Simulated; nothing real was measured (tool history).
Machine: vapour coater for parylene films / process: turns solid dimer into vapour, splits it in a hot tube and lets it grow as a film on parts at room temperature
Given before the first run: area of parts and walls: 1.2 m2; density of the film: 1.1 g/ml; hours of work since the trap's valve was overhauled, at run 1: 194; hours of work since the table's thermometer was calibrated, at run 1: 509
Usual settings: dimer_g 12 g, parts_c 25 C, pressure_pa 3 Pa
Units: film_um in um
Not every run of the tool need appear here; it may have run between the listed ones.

run   hour  dimer_g  parts_c  pressure_pa  hours of work since the trap's valve was overhauled  hours of work since the table's thermometer was calibrated  film_um
  1      0       12       25            3                                                  194                                                         509     4.04
  2    7.1       12       17            3                                                  199                                                         514     4.64
  3   16.2       12       25            3                                                  206                                                         521     4.13
  4   26.4       12       25            3                                                  214                                                         529     3.97
  5     35       12       25            3                                                  220                                                         535        4
  6     46       12       25            3                                                  229                                                         543     3.97
  7   60.7       12       25            3                                                  240                                                         554        4
  8   73.4       16       25         3.52                                                  249                                                         564     5.15
  9   83.3       16       25         3.52                                                  257                                                         571     5.14
 10   96.3        7       18            3                                                  266                                                         581      2.6
 11  106.7       10       18         9.43                                                  274                                                         589     3.18
 12  118.2       20       18         8.06                                                  283                                                         598     6.44
 13  126.7       12       18            3                                                  289                                                         604      4.4
 14  140.8       15       18            3                                                  300                                                         615     5.48

3 ways to go on from here, each from the tool as it stands after run 14. What would each give?
  A  155.9       12       26         3.37                                                  311                                                         626        ?
  B  155.9       21       22         4.18                                                  311                                                         626        ?
  C  155.9       15       28         2.16                                                  311                                                         626        ?

run  film_um
  A     3.74
  B     6.75
  C     4.77
Without the tool's hidden state the same runs would have given:
run  film_um
  A     4.23
  B     7.63
  C     5.38
